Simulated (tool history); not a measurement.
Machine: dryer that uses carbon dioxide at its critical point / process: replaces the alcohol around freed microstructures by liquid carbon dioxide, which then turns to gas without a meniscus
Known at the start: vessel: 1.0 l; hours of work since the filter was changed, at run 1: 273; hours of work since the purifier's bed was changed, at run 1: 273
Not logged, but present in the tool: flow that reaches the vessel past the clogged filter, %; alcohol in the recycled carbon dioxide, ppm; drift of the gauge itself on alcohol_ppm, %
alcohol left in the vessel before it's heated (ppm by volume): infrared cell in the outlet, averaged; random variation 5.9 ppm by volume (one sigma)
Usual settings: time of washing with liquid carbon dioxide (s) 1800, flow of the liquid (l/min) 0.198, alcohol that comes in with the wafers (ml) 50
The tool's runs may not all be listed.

run   hour  time of washing with liquid carbon dioxide (s)  flow of the liquid (l/min)  alcohol that comes in with the wafers (ml)  hours of work since the filter was changed  hours of work since the purifier's bed was changed  alcohol left in the vessel before it's heated (ppm by volume)
  1      0                                            1800                       0.198                                          50                                         273                                                 273                                                            432
  2   16.7                                            1800                       0.198                                          50                                         278                                                 278                                                            444
  3   25.8                                            1800                       0.257                                          50                                         281                                                 281                                                            151
  4   42.4                                            1800                       0.257                                          50                                         287                                                 287                                                            152
  5   54.1                                            1800                       0.198                                          50                                         291                                                 291                                                            444
  6   65.3                                            1800                       0.198                                          50                                         295                                                 295                                                            467
  7     82                                            1800                       0.198                                          50                                         301                                                 301                                                            475
  8   93.2                                            1800                       0.198                                          50                                         305                                                 305                                                            459
  9  110.6                                            1140                       0.198                                          50                                         311                                                 311                                                           2427
 10  123.1                                            1140                       0.198                                          50                                         315                                                 315                                                           2378
 11  135.7                                            1800                       0.161                                          50                                         319                                                 319                                                           1156
 12  150.5                                            1800                       0.161                                          50                                         324                                                 324                                                           1154
 13  164.2                                            1800                       0.198                                          50                                         329                                                 329                                                            492
 14  176.6                                            1800                       0.198                                          69                                         333                                                 333                                                            654
 15  188.3                                            1800                       0.148                                          69                                         337                                                 337                                                           2190
 16  206.6                                            1800                       0.148                                          69                                         344                                                 344                                                           2170
 17  223.4                                            1800                       0.198                                          50                                         350                                                 350                                                            520
 18  243.9                                            1800                       0.198                                          50                                         357                                                 357                                                            518
 19  256.7                                            1800                       0.198                                          50                                         361                                                 361                                                            522
 20  274.2                                            2220                       0.198                                          20                                         367                                                 367                                                            163
 21  284.2                                            1440                       0.197                                          77                                         371                                                 371                                                           1893
 22  295.3                                            1680                       0.197                                          77                                         374                                                 374                                                           1072
 23  307.9                                            1680                       0.197                                          77                                         379                                                 379                                                           1087
 24  318.3                                            1680                       0.197                                          77                                         382                                                 382                                                           1045
 25  335.6                                            1680                       0.197                                          77                                         388                                                 388                                                           1109
 26  349.6                                            1740                       0.264                                          52                                         393                                                 393                                                            212
 27  365.5                                            2700                       0.198                                          28                                         399                                                 399                                                            138
 28  375.3                                            2760                       0.177                                          28                                         402                                                 402                                                            160
 29  386.8                                            1800                       0.304                                          50                                         406                                                 406                                                            138
     397.1  -- inlet filter changed
 30  403.9                                            1800                       0.304                                          50                                           2                                                 411                                                            119
 31  413.3                                            1800                       0.304                                          50                                           6                                                 415                                                            117
 32  428.5                                            1440                       0.157                                          59                                          11                                                 420                                                           2081
 33  442.4                                            1440                       0.157                                          59                                          16                                                 425                                                           2136
 34  463.1                                            1800                       0.259                                          22                                          23                                                 432                                                            136
 35  472.2                                            2700                       0.178                                          21                                          26                                                 435                                                            134
 36  485.4                                            2700                       0.178                                          21                                          30                                                 440                                                            142
 37  501.3                                            2700                       0.178                                          21                                          36                                                 445                                                            138

Results per run with the tool's hidden condition removed, run-to-run variation unchanged:
run  alcohol left in the vessel before it's heated (ppm by volume)
  1                                                            199
  2                                                            207
  3                                                             36
  4                                                             32
  5                                                            201
  6                                                            211
  7                                                            209
  8                                                            198
  9                                                           1536
 10                                                           1498
 11                                                            621
 12                                                            613
 13                                                            205
 14                                                            279
 15                                                           1243
 16                                                           1217
 17                                                            206
 18                                                            201
 19                                                            204
 20                                                             29
 21                                                            957
 22                                                            463
 23                                                            471
 24                                                            444
 25                                                            471
 26                                                             36
 27                                                             10
 28                                                             18
 29                                                              8
 30                                                              7
 31                                                              9
 32                                                           1922
 33                                                           1960
 34                                                             20
 35                                                             18
 36                                                             21
 37                                                             15
